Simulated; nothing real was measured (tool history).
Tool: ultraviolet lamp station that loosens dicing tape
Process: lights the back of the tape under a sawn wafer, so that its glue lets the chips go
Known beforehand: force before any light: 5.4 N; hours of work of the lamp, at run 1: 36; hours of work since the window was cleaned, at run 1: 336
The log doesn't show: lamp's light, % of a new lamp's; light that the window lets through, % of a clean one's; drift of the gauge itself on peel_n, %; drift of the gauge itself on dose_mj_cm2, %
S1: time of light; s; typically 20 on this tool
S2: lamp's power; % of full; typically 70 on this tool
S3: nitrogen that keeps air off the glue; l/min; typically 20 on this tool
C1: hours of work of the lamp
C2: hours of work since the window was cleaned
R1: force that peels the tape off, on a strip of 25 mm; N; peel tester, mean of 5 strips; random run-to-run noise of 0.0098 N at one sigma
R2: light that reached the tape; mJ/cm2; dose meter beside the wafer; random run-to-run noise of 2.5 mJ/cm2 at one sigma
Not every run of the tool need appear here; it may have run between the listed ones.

run   hour  S1  S2  S3   C1   C2     R1   R2
  1      0  20  70  20   36  336  0.521  255
  2   10.8  28  70  20   43  343  0.292  358
  3   21.9  28  70  20   49  349  0.277  351
  4   28.5  28  70  20   53  353  0.279  355
  5   43.7  28  70  20   62  362  0.297  354
  6   50.9  18  70  20   66  366  0.633  226
  7   64.6  20  70  20   74  374  0.527  252
  8   79.5  20  70  20   83  383   0.51  249
  9   94.9  20  70  20   92  392  0.541  249
 10    109  20  70  20  100  400  0.559  252
 11  120.8  20  84  20  107  407  0.408  293
 12  131.5  20  84  20  113  413  0.406  293
 13  140.1  20  70  22  118  418  0.522  244
 14  155.1  20  70  22  127  427  0.526  246
 15  169.9  20  68  20  135  435  0.596  232
 16  178.2  20  68  20  140  440  0.575  234
 17  189.7  20  68  20  147  447  0.615  236
 18  203.8  10  68  20  155  455  1.706  121
 19  214.7  10  68  20  162  461  1.673  119
 20  226.8  20  73  20  169  468  0.525  246
 21  238.1  20  73  20  175  475  0.545  248
 22  247.7  20  70  20  181  481  0.578  237
 23  260.6  40  81  20  188  488  0.192  547
     261.9  -- window cleaned of glue's vapour
 24  270.5  40  81  20  194    5  0.188  519
 25  280.5  15  74  17  200   11  1.072  174
 26  290.1  34  74   8  205   16  0.405  398
 27  302.3  34  74  16  212   24  0.276  397
 28  309.7  17  88  20  216   28  0.588  235
 29  320.7  20  64  20  223   34  0.791  198
 30  334.1  15  79   7  231   42  1.523  184
 31  347.9  15  67  16  239   50  1.289  157
     353.7  -- window cleaned of glue's vapour, once more
 32  362.3  14  70  22  247    5  0.827  185
 33  374.3  20  98  38  254   12  0.213  375
 34  389.2  20  98  38  263   21  0.221  369
 35    397  24  98   8  267   25  0.359  444
 36  403.3  12  70   9  271   29  1.612  160
 37  410.9  23  68   7  275   33  0.797  291
 38    423  23  68   7  282   40  0.782  294
 39  434.5  23  73   6  289   47  0.782  313
 40  449.7  20  64  20  298   56  0.584  234
 41  456.5  37  74  12  302   60  0.235  506
 42  463.7  37  74  12  306   64  0.216  502
 43  474.2  37  64  20  312   70  0.215  438

3 options for the next run, each taken on its own from the tool as it stands now. Forecast them:
  A  484.1  11  96   8  318  76   ?   ?
  B  484.1  20  64  20  318  76   ?   ?
  C  484.1  37  78  20  318  76   ?   ?

run     R1   R2
  A  1.334  193
  B  0.618  238
  C  0.179  533
Had the tool no hidden state, the same runs would have come out as:
run     R1   R2
  A  1.159  214
  B  0.512  263
  C  0.171  591
